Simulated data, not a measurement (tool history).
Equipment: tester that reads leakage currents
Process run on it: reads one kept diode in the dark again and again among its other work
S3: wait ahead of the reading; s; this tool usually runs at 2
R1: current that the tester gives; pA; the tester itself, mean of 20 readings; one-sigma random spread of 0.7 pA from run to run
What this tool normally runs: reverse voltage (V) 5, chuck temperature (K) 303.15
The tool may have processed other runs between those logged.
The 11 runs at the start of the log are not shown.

{"run": 12, "day": 48.038, "reverse voltage (V)": 5, "chuck temperature (K)": 303.15, "S3": 2, "R1": 251.3}
{"run": 13, "day": 51.15, "reverse voltage (V)": 5, "chuck temperature (K)": 303.15, "S3": 2, "R1": 253.52}
{"run": 14, "day": 54.221, "reverse voltage (V)": 2.56, "chuck temperature (K)": 303.15, "S3": 2, "R1": 203.82}
{"run": 15, "day": 58.808, "reverse voltage (V)": 2.56, "chuck temperature (K)": 303.15, "S3": 2, "R1": 204.73}
{"run": 16, "day": 64.504, "reverse voltage (V)": 2.56, "chuck temperature (K)": 303.15, "S3": 2, "R1": 205.93}
{"run": 17, "day": 67.017, "reverse voltage (V)": 2.56, "chuck temperature (K)": 303.15, "S3": 2, "R1": 205.93}
{"day": 69.325, "done": "chuck's temperature calibrated"}
{"run": 18, "day": 71.392, "reverse voltage (V)": 2.22, "chuck temperature (K)": 303.15, "S3": 2, "R1": 186.94}
{"run": 19, "day": 74.721, "reverse voltage (V)": 2.22, "chuck temperature (K)": 303.15, "S3": 2, "R1": 188.23}
{"run": 20, "day": 78.896, "reverse voltage (V)": 5, "chuck temperature (K)": 320.15, "S3": 2, "R1": 927.79}
{"run": 21, "day": 82.617, "reverse voltage (V)": 16.23, "chuck temperature (K)": 311.15, "S3": 2, "R1": 702.12}
{"run": 22, "day": 85.7, "reverse voltage (V)": 1.13, "chuck temperature (K)": 297.15, "S3": 2.12, "R1": 91.45}
{"run": 23, "day": 89.521, "reverse voltage (V)": 4.26, "chuck temperature (K)": 325.15, "S3": 0.42, "R1": 1276.07}
{"run": 24, "day": 94.967, "reverse voltage (V)": 4.26, "chuck temperature (K)": 325.15, "S3": 0.42, "R1": 1284.43}
{"run": 25, "day": 97.817, "reverse voltage (V)": 1.37, "chuck temperature (K)": 332.15, "S3": 0.61, "R1": 1442.42}
{"run": 26, "day": 101.479, "reverse voltage (V)": 1.37, "chuck temperature (K)": 332.15, "S3": 0.61, "R1": 1454.79}
{"run": 27, "day": 106.529, "reverse voltage (V)": 3.19, "chuck temperature (K)": 318.15, "S3": 2, "R1": 702.18}
{"run": 28, "day": 111.617, "reverse voltage (V)": 3.5, "chuck temperature (K)": 318.15, "S3": 0.55, "R1": 724.55}
{"run": 29, "day": 115.804, "reverse voltage (V)": 3.34, "chuck temperature (K)": 307.15, "S3": 2.1, "R1": 309.58}
{"run": 30, "day": 118.717, "reverse voltage (V)": 1.16, "chuck temperature (K)": 297.15, "S3": 3.21, "R1": 95.01}
{"run": 31, "day": 122.888, "reverse voltage (V)": 5, "chuck temperature (K)": 303.15, "S3": 9.06, "R1": 257.52}
{"run": 32, "day": 128.283, "reverse voltage (V)": 2.36, "chuck temperature (K)": 303.15, "S3": 0.34, "R1": 201.48}
{"run": 33, "day": 132.546, "reverse voltage (V)": 19.45, "chuck temperature (K)": 308.15, "S3": 2.21, "R1": 625.32}
{"run": 34, "day": 138.146, "reverse voltage (V)": 1.46, "chuck temperature (K)": 324.15, "S3": 6.62, "R1": 857.63}
{"run": 35, "day": 143.867, "reverse voltage (V)": 1.19, "chuck temperature (K)": 302.15, "S3": 6.3, "R1": 147.3}

Consider 3 possible next runs. They are alternatives, not a sequence: every one starts from the tool as it was left by run 35. What does each give?
{"day": 144.946, "done": "tester calibrated"}
{"run": "A", "day": 147.804, "reverse voltage (V)": 12.3, "chuck temperature (K)": 307.15, "S3": 0.59, "R1": "?"}
{"day": 144.946, "done": "tester calibrated"}
{"run": "B", "day": 147.804, "reverse voltage (V)": 5, "chuck temperature (K)": 301.15, "S3": 0.39, "R1": "?"}
{"day": 144.946, "done": "tester calibrated"}
{"run": "C", "day": 147.804, "reverse voltage (V)": 16.07, "chuck temperature (K)": 294.15, "S3": 2, "R1": "?"}

run=A R1=491.33
run=B R1=221.37
run=C R1=204.25
Take away the tool's hidden state, keep each run's random variation, and the runs would have read:
run=A R1=442.79
run=B R1=200.36
run=C R1=160.64

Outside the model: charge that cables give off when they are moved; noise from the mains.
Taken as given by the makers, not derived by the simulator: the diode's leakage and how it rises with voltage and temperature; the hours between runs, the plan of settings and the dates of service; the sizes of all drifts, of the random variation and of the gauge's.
